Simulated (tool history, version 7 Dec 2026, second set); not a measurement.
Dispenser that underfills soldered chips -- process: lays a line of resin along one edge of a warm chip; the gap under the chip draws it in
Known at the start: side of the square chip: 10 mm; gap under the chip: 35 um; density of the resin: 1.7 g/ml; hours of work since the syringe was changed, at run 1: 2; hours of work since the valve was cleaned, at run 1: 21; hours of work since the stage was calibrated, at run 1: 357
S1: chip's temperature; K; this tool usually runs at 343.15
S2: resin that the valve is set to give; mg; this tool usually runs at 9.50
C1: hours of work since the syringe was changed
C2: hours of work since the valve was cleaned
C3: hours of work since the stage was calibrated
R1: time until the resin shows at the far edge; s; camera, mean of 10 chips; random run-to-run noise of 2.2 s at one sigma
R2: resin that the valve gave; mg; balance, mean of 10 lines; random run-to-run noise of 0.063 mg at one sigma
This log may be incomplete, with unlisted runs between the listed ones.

run   hour      S1     S2  C1   C2   C3     R1     R2
  1    0.0  343.15   9.50   2   21  357  261.3   9.42
       9.3  -- new syringe of resin
  2    9.3  343.15   9.50   0   27  363  234.9   9.44
  3   17.1  343.15   9.50   5   33  368  369.5   9.29
      22.2  -- new syringe of resin
  4   27.7  343.15   9.50   4   40  375  312.5   9.33
      34.0  -- new syringe of resin
  5   37.8  343.15   9.50   3   47  382  277.1   9.28
      45.9  -- new syringe of resin
  6   52.7  343.15   9.50   5   57  392  342.4   9.30
      59.0  -- new syringe of resin
  7   64.1  343.15   9.50   4   64  400  304.6   9.13
      71.0  -- new syringe of resin
  8   77.1  343.15  11.53   4   73  409  325.5  11.08
      83.4  -- new syringe of resin
  9   84.6  343.15  11.53   1   78  414  245.6  11.09
      95.0  -- new syringe of resin
 10   97.8  343.15  11.53   2   87  423  267.7  10.97
     106.9  -- new syringe of resin
 11  107.5  343.15  11.53   0   94  429  231.3  10.98
 12  117.4  331.15   8.12   7  101  436  789.2   7.70
     118.5  -- new syringe of resin
     130.1  -- new syringe of resin
 13  135.1  331.15   8.12   3  112  448  591.3   7.55
     142.1  -- new syringe of resin
 14  144.5  353.15  10.17   2  119  454  166.5   9.45
     154.6  -- new syringe of resin
 15  159.1  344.15   8.74   3  129  464  296.8   8.14
     166.9  -- new syringe of resin
 16  168.4  341.15   8.26   1  135  470  286.5   7.66
     175.6  -- dispensing valve cleaned and set on the balance
     179.9  -- new syringe of resin
 17  185.8  334.15   8.26   4    7  481  508.9   8.34

What does the tool deliver on the next run?
     192.1  -- new syringe of resin
 18  193.5  338.15  9.92   1  12  487   ?   ?

R1: 320.5 s
R2: 9.95 mg
Had the tool carried no hidden state, the very same run would have given R1 286.2 s, R2 10.02 mg.

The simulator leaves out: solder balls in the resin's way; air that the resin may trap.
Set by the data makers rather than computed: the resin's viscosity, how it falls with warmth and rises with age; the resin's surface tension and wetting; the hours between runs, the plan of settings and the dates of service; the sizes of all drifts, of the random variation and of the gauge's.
